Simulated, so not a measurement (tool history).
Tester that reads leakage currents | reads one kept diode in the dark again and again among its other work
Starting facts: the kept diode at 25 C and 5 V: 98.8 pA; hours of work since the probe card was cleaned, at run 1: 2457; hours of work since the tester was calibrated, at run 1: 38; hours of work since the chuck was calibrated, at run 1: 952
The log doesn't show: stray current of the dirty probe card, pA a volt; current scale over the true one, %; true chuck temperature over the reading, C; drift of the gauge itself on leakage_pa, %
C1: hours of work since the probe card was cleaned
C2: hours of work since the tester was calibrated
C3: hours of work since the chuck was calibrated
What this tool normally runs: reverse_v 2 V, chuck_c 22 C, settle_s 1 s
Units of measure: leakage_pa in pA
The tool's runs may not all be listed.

{"run": 1, "hour": 0.0, "reverse_v": 2, "chuck_c": 22, "settle_s": 1, "C1": 2457, "C2": 38, "C3": 952, "leakage_pa": 53.27}
{"run": 2, "hour": 24.0, "reverse_v": 2, "chuck_c": 22, "settle_s": 1, "C1": 2474, "C2": 55, "C3": 969, "leakage_pa": 53.37}
{"run": 3, "hour": 54.5, "reverse_v": 2, "chuck_c": 22, "settle_s": 1, "C1": 2496, "C2": 76, "C3": 991, "leakage_pa": 53.35}
{"hour": 64.9, "done": "chuck's temperature calibrated"}
{"run": 4, "hour": 82.2, "reverse_v": 2, "chuck_c": 22, "settle_s": 1.67, "C1": 2514, "C2": 95, "C3": 12, "leakage_pa": 50.97}
{"run": 5, "hour": 97.8, "reverse_v": 2, "chuck_c": 22, "settle_s": 1.67, "C1": 2525, "C2": 106, "C3": 23, "leakage_pa": 50.73}
{"run": 6, "hour": 130.5, "reverse_v": 2, "chuck_c": 22, "settle_s": 1.67, "C1": 2548, "C2": 129, "C3": 46, "leakage_pa": 51.06}
{"run": 7, "hour": 153.6, "reverse_v": 2, "chuck_c": 22, "settle_s": 1.67, "C1": 2564, "C2": 145, "C3": 63, "leakage_pa": 50.95}
{"run": 8, "hour": 185.0, "reverse_v": 2, "chuck_c": 22, "settle_s": 1.67, "C1": 2587, "C2": 168, "C3": 85, "leakage_pa": 51.39}
{"run": 9, "hour": 220.1, "reverse_v": 2, "chuck_c": 22, "settle_s": 1, "C1": 2611, "C2": 192, "C3": 110, "leakage_pa": 51.61}
{"run": 10, "hour": 247.1, "reverse_v": 2, "chuck_c": 22, "settle_s": 1, "C1": 2630, "C2": 211, "C3": 129, "leakage_pa": 51.49}
{"run": 11, "hour": 273.0, "reverse_v": 1.32, "chuck_c": 22, "settle_s": 1, "C1": 2649, "C2": 230, "C3": 147, "leakage_pa": 41.42}
{"run": 12, "hour": 292.7, "reverse_v": 1.32, "chuck_c": 22, "settle_s": 1, "C1": 2663, "C2": 244, "C3": 161, "leakage_pa": 41.74}
{"run": 13, "hour": 327.7, "reverse_v": 1.32, "chuck_c": 22, "settle_s": 1, "C1": 2687, "C2": 268, "C3": 186, "leakage_pa": 41.58}
{"run": 14, "hour": 347.5, "reverse_v": 11.73, "chuck_c": 40, "settle_s": 0.65, "C1": 2702, "C2": 283, "C3": 200, "leakage_pa": 633.5}
{"run": 15, "hour": 380.3, "reverse_v": 5.75, "chuck_c": 41, "settle_s": 0.65, "C1": 2725, "C2": 306, "C3": 223, "leakage_pa": 477.4}
{"run": 16, "hour": 405.8, "reverse_v": 4.67, "chuck_c": 23, "settle_s": 9.4, "C1": 2743, "C2": 324, "C3": 241, "leakage_pa": 89.05}
{"run": 17, "hour": 433.4, "reverse_v": 2, "chuck_c": 59, "settle_s": 0.61, "C1": 2762, "C2": 343, "C3": 261, "leakage_pa": 1178}
{"run": 18, "hour": 451.8, "reverse_v": 11.62, "chuck_c": 22, "settle_s": 1.73, "C1": 2775, "C2": 356, "C3": 274, "leakage_pa": 139.12}
{"run": 19, "hour": 475.9, "reverse_v": 6.35, "chuck_c": 48, "settle_s": 5.79, "C1": 2792, "C2": 373, "C3": 291, "leakage_pa": 889.02}
{"run": 20, "hour": 509.9, "reverse_v": 18.61, "chuck_c": 48, "settle_s": 5.79, "C1": 2816, "C2": 397, "C3": 315, "leakage_pa": 1556.98}
{"run": 21, "hour": 533.4, "reverse_v": 2, "chuck_c": 22, "settle_s": 2.93, "C1": 2833, "C2": 414, "C3": 332, "leakage_pa": 52.31}
{"run": 22, "hour": 563.0, "reverse_v": 2, "chuck_c": 22, "settle_s": 2.93, "C1": 2854, "C2": 435, "C3": 353, "leakage_pa": 52.08}
{"run": 23, "hour": 587.7, "reverse_v": 2.7, "chuck_c": 52, "settle_s": 1, "C1": 2871, "C2": 452, "C3": 370, "leakage_pa": 801.66}
{"run": 24, "hour": 606.7, "reverse_v": 11.87, "chuck_c": 39, "settle_s": 6.81, "C1": 2885, "C2": 466, "C3": 383, "leakage_pa": 588.17}
{"run": 25, "hour": 625.4, "reverse_v": 11.87, "chuck_c": 39, "settle_s": 6.81, "C1": 2898, "C2": 479, "C3": 397, "leakage_pa": 586.76}
{"run": 26, "hour": 658.8, "reverse_v": 5.07, "chuck_c": 46, "settle_s": 0.31, "C1": 2922, "C2": 503, "C3": 420, "leakage_pa": 686.63}

Forecast each of these 4 alternatives for the next run:
{"run": "A", "hour": 685.5, "reverse_v": 8.98, "chuck_c": 28, "settle_s": 2.17, "C1": 2941, "C2": 522, "C3": 439, "leakage_pa": "?"}
{"run": "B", "hour": 685.5, "reverse_v": 2, "chuck_c": 40, "settle_s": 1.25, "C1": 2941, "C2": 522, "C3": 439, "leakage_pa": "?"}
{"run": "C", "hour": 685.5, "reverse_v": 2, "chuck_c": 22, "settle_s": 2.62, "C1": 2941, "C2": 522, "C3": 439, "leakage_pa": "?"}
{"run": "D", "hour": 685.5, "reverse_v": 2.81, "chuck_c": 43, "settle_s": 0.49, "C1": 2941, "C2": 522, "C3": 439, "leakage_pa": "?"}

run=A leakage_pa=200.43
run=B leakage_pa=256.49
run=C leakage_pa=52.39
run=D leakage_pa=396.69
The same runs, with their run-to-run variation unchanged, on a tool lacking any hidden condition would have given:
run=A leakage_pa=177.38
run=B leakage_pa=244.02
run=C leakage_pa=46.88
run=D leakage_pa=378.16
